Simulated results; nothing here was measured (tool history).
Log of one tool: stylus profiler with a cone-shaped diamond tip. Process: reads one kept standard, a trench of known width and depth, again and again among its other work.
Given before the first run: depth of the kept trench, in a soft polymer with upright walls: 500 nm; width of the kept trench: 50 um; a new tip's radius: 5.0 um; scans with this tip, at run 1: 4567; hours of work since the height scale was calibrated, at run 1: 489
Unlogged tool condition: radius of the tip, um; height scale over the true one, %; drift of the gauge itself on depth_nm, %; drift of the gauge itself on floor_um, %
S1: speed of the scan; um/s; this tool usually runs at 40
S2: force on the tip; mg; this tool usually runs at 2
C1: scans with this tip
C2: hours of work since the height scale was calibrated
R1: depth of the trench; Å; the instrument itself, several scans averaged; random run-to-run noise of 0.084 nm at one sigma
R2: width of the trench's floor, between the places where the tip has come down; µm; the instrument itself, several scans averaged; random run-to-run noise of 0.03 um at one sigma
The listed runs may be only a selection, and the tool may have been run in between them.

{"run": 1, "day": 0.0, "S1": 40, "S2": 2, "C1": 4567, "C2": 489, "R1": 5025.4, "R2": 44.96}
{"run": 2, "day": 2.271, "S1": 40, "S2": 2, "C1": 4934, "C2": 528, "R1": 5024.8, "R2": 44.87}
{"run": 3, "day": 5.225, "S1": 40, "S2": 2, "C1": 5412, "C2": 579, "R1": 5023.3, "R2": 44.84}
{"run": 4, "day": 7.308, "S1": 40, "S2": 2, "C1": 5749, "C2": 615, "R1": 5024.8, "R2": 44.86}
{"run": 5, "day": 8.762, "S1": 40, "S2": 2, "C1": 5985, "C2": 640, "R1": 5025.3, "R2": 44.83}
{"run": 6, "day": 10.321, "S1": 40, "S2": 2, "C1": 6237, "C2": 667, "R1": 5025, "R2": 44.77}
{"run": 7, "day": 11.879, "S1": 40, "S2": 3.16, "C1": 6489, "C2": 694, "R1": 5036.1, "R2": 44.84}
{"run": 8, "day": 14.638, "S1": 40, "S2": 2, "C1": 6936, "C2": 742, "R1": 5024, "R2": 44.72}
{"run": 9, "day": 16.767, "S1": 40, "S2": 4.67, "C1": 7281, "C2": 779, "R1": 5046.2, "R2": 44.79}
{"run": 10, "day": 18.721, "S1": 40, "S2": 4.67, "C1": 7597, "C2": 813, "R1": 5045.5, "R2": 44.73}
{"run": 11, "day": 20.208, "S1": 40, "S2": 1.69, "C1": 7838, "C2": 839, "R1": 5020.1, "R2": 44.59}
{"run": 12, "day": 21.679, "S1": 92, "S2": 2, "C1": 8076, "C2": 864, "R1": 5022.2, "R2": 44.44}
{"run": 13, "day": 24.242, "S1": 92, "S2": 2, "C1": 8490, "C2": 908, "R1": 5022.3, "R2": 44.4}
{"run": 14, "day": 25.917, "S1": 40, "S2": 2, "C1": 8761, "C2": 937, "R1": 5023, "R2": 44.54}
{"run": 15, "day": 27.996, "S1": 156, "S2": 2, "C1": 9098, "C2": 973, "R1": 5022.4, "R2": 43.98}
{"run": 16, "day": 29.971, "S1": 156, "S2": 2, "C1": 9418, "C2": 1008, "R1": 5020.8, "R2": 43.95}
{"run": 17, "day": 31.492, "S1": 156, "S2": 2, "C1": 9664, "C2": 1034, "R1": 5022.5, "R2": 43.96}
{"run": 18, "day": 34.438, "S1": 26, "S2": 2, "C1": 10141, "C2": 1085, "R1": 5019.7, "R2": 44.53}
{"run": 19, "day": 35.942, "S1": 26, "S2": 2, "C1": 10384, "C2": 1111, "R1": 5020.5, "R2": 44.43}
{"run": 20, "day": 38.667, "S1": 26, "S2": 2, "C1": 10825, "C2": 1158, "R1": 5019.9, "R2": 44.48}
{"day": 38.896, "done": "height scale calibrated on a step standard"}
{"run": 21, "day": 40.438, "S1": 40, "S2": 2, "C1": 11108, "C2": 27, "R1": 5016.1, "R2": 44.33}
{"run": 22, "day": 42.5, "S1": 40, "S2": 2, "C1": 11442, "C2": 62, "R1": 5015.9, "R2": 44.35}
{"run": 23, "day": 43.762, "S1": 14, "S2": 2, "C1": 11646, "C2": 84, "R1": 5013.8, "R2": 44.43}
{"run": 24, "day": 45.383, "S1": 33, "S2": 0.79, "C1": 11909, "C2": 112, "R1": 5002.4, "R2": 44.25}
{"run": 25, "day": 47.012, "S1": 33, "S2": 0.79, "C1": 12172, "C2": 141, "R1": 5000.6, "R2": 44.25}
{"run": 26, "day": 48.871, "S1": 33, "S2": 0.79, "C1": 12473, "C2": 173, "R1": 5001.2, "R2": 44.15}
{"run": 27, "day": 50.504, "S1": 33, "S2": 0.79, "C1": 12737, "C2": 201, "R1": 5000.1, "R2": 44.15}
{"day": 50.75, "done": "height scale calibrated on a step standard, once more"}
{"run": 28, "day": 52.758, "S1": 92, "S2": 3, "C1": 13099, "C2": 35, "R1": 5036.6, "R2": 44.01}
{"run": 29, "day": 54.788, "S1": 92, "S2": 3, "C1": 13427, "C2": 70, "R1": 5036.5, "R2": 43.99}
{"run": 30, "day": 55.996, "S1": 11, "S2": 3.82, "C1": 13623, "C2": 91, "R1": 5042, "R2": 44.31}
{"run": 31, "day": 58.029, "S1": 23, "S2": 1.68, "C1": 13952, "C2": 126, "R1": 5022.9, "R2": 44.19}
{"run": 32, "day": 60.588, "S1": 23, "S2": 1.68, "C1": 14366, "C2": 170, "R1": 5023.6, "R2": 44.11}
{"run": 33, "day": 63.092, "S1": 23, "S2": 1.68, "C1": 14771, "C2": 214, "R1": 5021.3, "R2": 44.16}
{"run": 34, "day": 64.554, "S1": 12, "S2": 0.7, "C1": 15008, "C2": 239, "R1": 5009.4, "R2": 44.16}
{"run": 35, "day": 67.471, "S1": 50, "S2": 1.66, "C1": 15480, "C2": 290, "R1": 5020.6, "R2": 43.9}
{"run": 36, "day": 68.988, "S1": 11, "S2": 3.23, "C1": 15725, "C2": 316, "R1": 5034.9, "R2": 44.14}
{"run": 37, "day": 70.396, "S1": 36, "S2": 3.02, "C1": 15953, "C2": 340, "R1": 5032.6, "R2": 44.1}
{"run": 38, "day": 72.025, "S1": 27, "S2": 1.3, "C1": 16217, "C2": 368, "R1": 5017.6, "R2": 43.98}
{"run": 39, "day": 73.638, "S1": 27, "S2": 1.3, "C1": 16478, "C2": 396, "R1": 5016.6, "R2": 43.96}
{"run": 40, "day": 75.242, "S1": 64, "S2": 2.49, "C1": 16738, "C2": 424, "R1": 5027.7, "R2": 43.76}
{"run": 41, "day": 77.625, "S1": 86, "S2": 5.17, "C1": 17123, "C2": 465, "R1": 5050, "R2": 43.85}
{"run": 42, "day": 79.238, "S1": 86, "S2": 5.17, "C1": 17384, "C2": 493, "R1": 5050.3, "R2": 43.85}
{"run": 43, "day": 80.904, "S1": 32, "S2": 4.9, "C1": 17654, "C2": 522, "R1": 5047.3, "R2": 43.96}
{"run": 44, "day": 82.933, "S1": 32, "S2": 4.9, "C1": 17982, "C2": 557, "R1": 5047.7, "R2": 43.93}
{"run": 45, "day": 85.679, "S1": 27, "S2": 4.94, "C1": 18427, "C2": 605, "R1": 5047.2, "R2": 43.91}

A few steps of R1 between consecutive runs. Split each: what settings, incoming material and random variation would produce without the hidden state, and what is left over for the hidden state, along with gauge scatter present in only one of the two compared results (measured, and without hidden state):
Run 10 -> 11: S2 4.67 -> 1.69. R1 -25.4 Å: hidden state -0.2, all else -25.2.
Run 20 -> 21: S1 26 -> 40, height scale calibrated on a step standard. R1 -3.8 Å: hidden state -4.9, all else +1.1.
Run 27 -> 28: S1 33 -> 92, S2 0.79 -> 3, height scale calibrated on a step standard, once more. R1 +36.5 Å: hidden state +12.6, all else +23.9.
Run 34 -> 35: S1 12 -> 50, S2 0.7 -> 1.66. R1 +11.2 Å: hidden state -0.5, all else +11.7.
Run 40 -> 41: S1 64 -> 86, S2 2.49 -> 5.17. R1 +22.3 Å: hidden state -0.3, all else +22.6.
